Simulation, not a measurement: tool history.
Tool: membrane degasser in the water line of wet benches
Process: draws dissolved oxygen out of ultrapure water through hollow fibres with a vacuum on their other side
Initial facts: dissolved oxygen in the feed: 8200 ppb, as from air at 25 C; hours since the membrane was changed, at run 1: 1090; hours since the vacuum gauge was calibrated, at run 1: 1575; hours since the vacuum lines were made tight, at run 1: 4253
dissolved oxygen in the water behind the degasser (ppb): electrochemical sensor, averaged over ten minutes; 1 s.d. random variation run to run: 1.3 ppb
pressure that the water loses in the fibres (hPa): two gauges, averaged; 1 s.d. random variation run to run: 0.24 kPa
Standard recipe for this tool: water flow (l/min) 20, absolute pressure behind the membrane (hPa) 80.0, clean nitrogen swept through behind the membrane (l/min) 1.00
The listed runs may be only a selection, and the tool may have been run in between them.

run    hour  water flow (l/min)  absolute pressure behind the membrane (hPa)  clean nitrogen swept through behind the membrane (l/min)  hours since the membrane was changed  hours since the vacuum gauge was calibrated  hours since the vacuum lines were made tight  dissolved oxygen in the water behind the degasser (ppb)  pressure that the water loses in the fibres (hPa)
  1     0.0                  20                                         80.0                                                      1.00                                  1090                                         1575                                          4253                                                    231.5                                              640.6
  2   174.3                  14                                         80.0                                                      1.00                                  1264                                         1750                                          4427                                                    156.5                                              447.9
  3   371.1                  14                                         80.0                                                      1.00                                  1461                                         1946                                          4624                                                    155.5                                              443.6
  4   504.1                  14                                         80.0                                                      1.00                                  1594                                         2079                                          4757                                                    156.5                                              448.7
  5   779.8                  14                                         80.0                                                      1.00                                  1870                                         2355                                          5033                                                    156.2                                              444.8
      800.8  -- seals of the vacuum lines changed
  6  1042.0                  20                                         80.0                                                      2.27                                  2130                                         2615                                           241                                                    120.2                                              633.6
  7  1256.0                  20                                         80.0                                                      2.27                                  2344                                         2829                                           455                                                    119.5                                              641.5
  8  1490.2                  20                                         80.0                                                      2.27                                  2578                                         3064                                           689                                                    119.7                                              638.3
  9  1751.8                  20                                         80.0                                                      2.27                                  2840                                         3325                                           951                                                    119.7                                              643.7
 10  1974.6                  20                                         80.0                                                      1.52                                  3063                                         3548                                          1174                                                    164.0                                              640.2
 11  2111.8                  20                                         77.3                                                      1.52                                  3200                                         3685                                          1311                                                    156.2                                              641.9
 12  2250.2                  20                                         77.3                                                      1.52                                  3338                                         3823                                          1449                                                    156.1                                              640.1
 13  2374.9                  20                                         77.3                                                      1.52                                  3463                                         3948                                          1574                                                    155.9                                              639.1
 14  2497.5                  20                                         77.3                                                      1.52                                  3586                                         4071                                          1697                                                    157.8                                              637.1
     2561.8  -- vacuum gauge calibrated
 15  2670.6                  20                                         77.3                                                      1.52                                  3758                                          109                                          1869                                                    156.0                                              636.9
 16  2847.1                  20                                         77.3                                                      1.52                                  3935                                          285                                          2046                                                    156.4                                              638.6
 17  3063.6                  20                                         77.3                                                      1.52                                  4151                                          502                                          2262                                                    156.7                                              643.1
 18  3298.9                  20                                         77.3                                                      1.52                                  4386                                          737                                          2498                                                    156.3                                              635.4
 19  3440.1                  20                                         80.0                                                      2.71                                  4528                                          878                                          2639                                                    103.9                                              637.0
 20  3626.4                  20                                         62.8                                                      1.00                                  4714                                         1065                                          2825                                                    155.7                                              639.5
 21  3775.8                  20                                         62.8                                                      1.00                                  4863                                         1214                                          2975                                                    157.2                                              639.8
 22  3979.1                  20                                         80.0                                                      1.00                                  5067                                         1417                                          3178                                                    227.7                                              637.3
 23  4137.2                  12                                         80.0                                                      1.51                                  5225                                         1575                                          3336                                                     92.7                                              383.7
 24  4427.1                  12                                         53.3                                                      1.51                                  5515                                         1865                                          3626                                                     41.8                                              382.0
 25  4633.1                  18                                         79.3                                                      1.01                                  5721                                         2071                                          3832                                                    199.7                                              572.5
 26  4872.4                  31                                         80.0                                                      0.49                                  5960                                         2311                                          4071                                                    617.5                                              995.7
 27  5026.6                  20                                         80.0                                                      0.61                                  6114                                         2465                                          4225                                                    336.4                                              641.5
 28  5185.3                  14                                         73.4                                                      0.49                                  6273                                         2623                                          4384                                                    248.0                                              447.6
 29  5462.9                  14                                         73.4                                                      0.49                                  6550                                         2901                                          4662                                                    248.3                                              446.4
 30  5644.0                  14                                         73.4                                                      0.49                                  6732                                         3082                                          4843                                                    249.7                                              450.7
     5859.9  -- seals of the vacuum lines changed
 31  5859.9                  27                                         80.0                                                      0.51                                  6945                                         3296                                             0                                                    515.0                                              866.0
 32  5986.2                  27                                         80.0                                                      0.51                                  7072                                         3422                                           126                                                    521.0                                              864.5

Consider 3 possible next runs. They are alternatives, not a sequence: every one starts from the tool as it was left by run 32. What does each give?
  A  6240.8                  24                                         73.6                                                      1.89                                  7326                                         3677                                           381                                                        ?                                                  ?
  B  6240.8                  27                                         80.0                                                      1.74                                  7326                                         3677                                           381                                                        ?                                                  ?
  C  6240.8                  20                                        183.9                                                      1.00                                  7326                                         3677                                           381                                                        ?                                                  ?

run  dissolved oxygen in the water behind the degasser (ppb)  pressure that the water loses in the fibres (hPa)
  A                                                    162.7                                              768.5
  B                                                    231.8                                              867.2
  C                                                    646.1                                              638.9
Stripped of hidden state, with their random variation kept, the same runs would have yielded:
run  dissolved oxygen in the water behind the degasser (ppb)  pressure that the water loses in the fibres (hPa)
  A                                                    162.5                                              768.1
  B                                                    231.6                                              866.8
  C                                                    646.0                                              638.6

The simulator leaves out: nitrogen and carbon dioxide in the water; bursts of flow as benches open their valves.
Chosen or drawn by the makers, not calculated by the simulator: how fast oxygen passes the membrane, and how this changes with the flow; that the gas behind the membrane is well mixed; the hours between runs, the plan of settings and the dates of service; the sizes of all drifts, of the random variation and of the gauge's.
